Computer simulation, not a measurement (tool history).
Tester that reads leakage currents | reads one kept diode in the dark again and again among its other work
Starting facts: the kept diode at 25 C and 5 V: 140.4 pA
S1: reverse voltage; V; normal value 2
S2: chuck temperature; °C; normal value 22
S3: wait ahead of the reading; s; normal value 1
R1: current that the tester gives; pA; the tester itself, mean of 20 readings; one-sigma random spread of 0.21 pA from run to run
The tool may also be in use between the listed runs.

Run 1, hour 0: usual settings. Result: R1 68.81 pA.
Run 2, hour 32.9: usual settings. Result: R1 69 pA.
Run 3, hour 61.3: usual settings but S1 9.12 V. Result: R1 147.71 pA.
Run 4, hour 78.7: usual settings but S1 9.12 V. Result: R1 146.6 pA.
Run 5, hour 104: usual settings but S1 9.12 V. Result: R1 148 pA.
Run 6, hour 136.3: usual settings but S1 9.12 V, S3 1.53 s. Result: R1 147.22 pA.
Run 7, hour 159.3: usual settings but S1 9.12 V, S3 1.53 s. Result: R1 147.55 pA.
Run 8, hour 183.2: usual settings but S1 9.12 V, S3 1.53 s. Result: R1 147.29 pA.
Run 9, hour 206.2: usual settings but S1 9.12 V, S3 1.53 s. Result: R1 147.36 pA.
Run 10, hour 240.5: usual settings but S1 7.64 V, S3 1.53 s. Result: R1 134.26 pA.
Run 11, hour 266.2: usual settings. Result: R1 68.7 pA.
Run 12, hour 300.3: usual settings but S1 5.74 V, S2 40 °C, S3 6.98 s. Result: R1 505.41 pA.
Run 13, hour 318.1: usual settings but S1 4.13 V, S2 30 °C, S3 8.76 s. Result: R1 193.81 pA.
Run 14, hour 335.7: usual settings but S1 4.13 V, S2 30 °C, S3 8.76 s. Result: R1 193.98 pA.
Run 15, hour 364.4: usual settings but S3 6.98 s. Result: R1 68.59 pA.
Run 16, hour 379.6: usual settings but S1 7.54 V, S2 49 °C, S3 6.98 s. Result: R1 1134.66 pA.
Run 17, hour 398.4: usual settings but S1 7.54 V, S2 49 °C, S3 6.98 s. Result: R1 1142.94 pA.
Run 18, hour 432.3: usual settings but S1 1.45 V, S2 47 °C, S3 3.02 s. Result: R1 432.54 pA.
Run 19, hour 459.4: usual settings but S1 3.55 V, S2 44 °C, S3 0.66 s. Result: R1 544.23 pA.
Run 20, hour 479.3: usual settings but S1 3.29 V, S2 44 °C, S3 4.72 s. Result: R1 517.32 pA.
Run 21, hour 499.6: usual settings but S1 8.6 V, S2 32 °C, S3 0.89 s. Result: R1 326.62 pA.
Run 22, hour 524.6: usual settings but S1 8.6 V, S2 47 °C, S3 0.3 s. Result: R1 1055.11 pA.

Here are 3 independent what-if runs from the current tool condition. What would each one return?
Run A, hour 541.9: usual settings but S1 2.42 V, S3 0.31 s. Result: R1 ?.
Run B, hour 541.9: usual settings but S1 1.2 V, S2 47 °C, S3 0.3 s. Result: R1 ?.
Run C, hour 541.9: usual settings but S1 1.62 V, S2 47 °C, S3 4.41 s. Result: R1 ?.

run      R1
  A   75.89
  B  392.06
  C  452.41
The same runs, with their run-to-run variation unchanged, on a tool lacking any hidden condition would have given:
run      R1
  A   75.95
  B  392.36
  C  452.76
